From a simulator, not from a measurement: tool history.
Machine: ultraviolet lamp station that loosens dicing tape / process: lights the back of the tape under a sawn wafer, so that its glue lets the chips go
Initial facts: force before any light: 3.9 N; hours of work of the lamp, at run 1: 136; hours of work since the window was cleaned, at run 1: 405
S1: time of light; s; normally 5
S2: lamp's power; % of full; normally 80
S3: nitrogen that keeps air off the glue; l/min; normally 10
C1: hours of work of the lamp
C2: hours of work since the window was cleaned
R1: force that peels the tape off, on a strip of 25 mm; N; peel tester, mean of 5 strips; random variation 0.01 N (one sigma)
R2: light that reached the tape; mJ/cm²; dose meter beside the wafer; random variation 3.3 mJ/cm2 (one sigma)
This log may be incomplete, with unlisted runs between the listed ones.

run   hour  S1  S2  S3   C1   C2     R1   R2
  1    0.0   5  80  10  136  405  0.552  458
  2    8.0   5  80  10  140  409  0.574  461
  3   13.7   5  80  10  143  412  0.567  452
  4   22.9   5  80  10  148  416  0.581  458
  5   30.9   5  80  15  151  420  0.446  451
  6   36.1   5  76  15  154  423  0.500  432
  7   42.2   5  76  15  157  426  0.509  427
  8   53.1   5  76  15  162  431  0.511  428
  9   63.5   5  80   7  167  436  0.680  447
 10   68.7   5  80  10  170  439  0.559  452
 11   77.5   5  79  10  174  443  0.580  444
 12   83.5   5  79  10  177  446  0.580  445
 13   92.8   4  79  10  181  450  0.858  359
 14   98.9   4  79  10  184  453  0.862  352
 15  106.4   4  92  10  188  457  0.672  403
 16  115.9   4  92  10  193  462  0.661  407
 17  124.7   5  80  10  197  466  0.603  449
 18  134.0   5  80  18  201  470  0.438  435
 19  145.5   7  80  10  207  476  0.334  615
 20  154.9   7  80  10  212  480  0.327  620
 21  166.1   7  80  10  217  486  0.332  614
 22  174.5   6  82  10  221  490  0.411  539
 23  186.1   5  62  10  227  496  0.892  337
 24  195.0   3  80   6  231  500  1.475  261
 25  200.7   3  80   6  234  503  1.476  260
 26  207.2   8  81   5  237  506  0.407  709
 27  219.2   8  66   9  243  512  0.405  574
 28  225.6   8  75   9  246  515  0.312  648
 29  237.1   8  75   9  251  520  0.330  643
     238.1  -- window cleaned of glue's vapour
 30  248.0   5  95  10  256    5  0.468  498
 31  254.8   5  95  10  260    8  0.479  495
 32  265.6   4  62  14  265   13  1.157  257
 33  273.1   4  89   8  269   17  0.860  370
 34  280.8   3  97  14  272   21  0.909  302
 35  290.7   6  87   5  277   26  0.650  542
 36  300.1   3  89  13  282   30  1.038  277
 37  307.0   5  87   9  285   33  0.628  454
     311.1  -- window cleaned of glue's vapour, once more
 38  316.9   5  87   9  290    3  0.542  486
 39  327.2   2  73  11  295    8  1.858  163
 40  339.3   2  69   5  300   14  2.250  151
 41  347.8   2  69   5  304   18  2.274  155
 42  357.6   5  65  12  309   23  0.754  360

Alternative continuations, all from the tool just after run 42; predict every row:
  A  369.7   7  64  12  315  28   ?   ?
  B  369.7   5  77   7  315  28   ?   ?
  C  369.7   6  80  15  315  28   ?   ?

run     R1   R2
  A  0.445  495
  B  0.778  427
  C  0.345  530
Stripped of hidden state, with their random variation kept, the same runs would have yielded:
run     R1   R2
  A  0.335  575
  B  0.613  496
  C  0.260  616
